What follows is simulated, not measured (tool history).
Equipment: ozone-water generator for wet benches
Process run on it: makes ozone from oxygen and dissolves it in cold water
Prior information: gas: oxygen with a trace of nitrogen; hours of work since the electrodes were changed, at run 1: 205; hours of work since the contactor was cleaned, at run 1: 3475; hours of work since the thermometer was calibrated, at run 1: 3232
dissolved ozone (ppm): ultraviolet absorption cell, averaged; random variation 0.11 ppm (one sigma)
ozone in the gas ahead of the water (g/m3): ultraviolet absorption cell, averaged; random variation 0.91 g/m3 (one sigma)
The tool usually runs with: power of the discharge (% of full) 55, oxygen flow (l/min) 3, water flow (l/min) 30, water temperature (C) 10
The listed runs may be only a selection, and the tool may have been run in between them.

run,hour,power of the discharge (% of full),oxygen flow (l/min),water flow (l/min),water temperature (C),hours of work since the electrodes were changed,hours of work since the contactor was cleaned,hours of work since the thermometer was calibrated,dissolved ozone (ppm),ozone in the gas ahead of the water (g/m3)
1,0,55,3,30,10,205,3475,3232,8.7,152.8
2,21.1,55,3,30,10,220,3490,3247,8.7,153.7
3,41.4,55,3,30,13,234,3505,3262,8.7,153.4
4,67.3,55,3,30,10,253,3524,3280,8.5,153.5
5,86,55,3,30,10,266,3537,3294,8.7,153.7
6,122.4,55,3,30,10,292,3563,3320,8.8,153.1
7,159.6,55,3,30,10,319,3590,3347,8.6,152.7
8,180,55,3,30,10,334,3604,3361,8.7,155.1
9,212.7,55,3,30,10,357,3628,3385,8.9,153.9
10,253.4,55,3,30,10,386,3657,3414,9,154.8
11,285.7,55,3,30,10,409,3680,3437,8.6,156.8
12,317.6,55,3,30,6,432,3703,3460,8.7,157.4
13,344.9,52,3,30,10,452,3722,3479,8.5,152.5
# hour 360.3: gauge calibrated
14,383.9,52,3,30,10,480,3750,3507,8.6,148
15,414.7,55,3,30,10,502,3772,3529,8.8,153.5
16,456.5,55,3,30,10,532,3802,3559,8.9,153.5
17,480.2,68,3,41,6,549,3819,3576,7.4,177.4
18,498.4,59,4.01,30,11,562,3832,3589,10.1,143.9
19,516.6,55,2.55,30,12,575,3845,3602,8.2,163.3
20,546.5,55,2.55,30,12,596,3867,3624,8.1,165.4
21,581.1,55,1.54,30,10,621,3891,3648,6.6,203.4
22,611.6,99,3,32,10,643,3913,3670,11.8,224.4
23,632.6,99,3,32,10,658,3928,3685,11.7,222.5
24,651,99,1.9,29,10,671,3941,3698,10.8,269.5
25,689,55,1.72,30,10,698,3969,3726,6.7,196.1
26,726.5,55,3,34,10,725,3996,3752,7.7,157.6
27,744.5,91,3.21,42,12,738,4008,3765,8.5,207.1
28,765.1,91,3.21,42,12,753,4023,3780,8.4,209.7
29,806.8,55,3,34,10,782,4053,3810,7.5,158
30,829.7,55,3,30,8,799,4069,3826,8.9,159.3
31,868,55,3,30,8,826,4097,3854,8.8,159.3
32,909.7,52,3,30,15,856,4127,3884,8,154.4

Difference, measured minus no-hidden-state, one row per run. Run-to-run variation is common to both terms; the gauge's own scatter need not be:
Hidden state at play: yield of the discharge, % of new electrodes'; contactor's efficiency, % of a clean one's; true water temperature over the reading, C; drift of the gauge itself on ozone_ppm, %; drift of the gauge itself on gas_g_m3, %.
run,ozone in the gas ahead of the water (g/m3)
1,-0.1
2,+0.3
3,+0.5
4,+0.8
5,+1.1
6,+1.5
7,+2
8,+2.3
9,+2.7
10,+3.2
11,+3.6
12,+4
13,+4.3
14,+0.2
15,+0.6
16,+1.2
17,+1.7
18,+1.6
19,+2.1
20,+2.6
21,+3.6
22,+4.5
23,+4.9
24,+6.3
25,+5.2
26,+4.6
27,+6.4
28,+6.7
29,+5.7
30,+6
31,+6.4
32,+6.7
For dissolved ozone (ppm), the value without the hidden state is never more than 0.1 from the measured value.

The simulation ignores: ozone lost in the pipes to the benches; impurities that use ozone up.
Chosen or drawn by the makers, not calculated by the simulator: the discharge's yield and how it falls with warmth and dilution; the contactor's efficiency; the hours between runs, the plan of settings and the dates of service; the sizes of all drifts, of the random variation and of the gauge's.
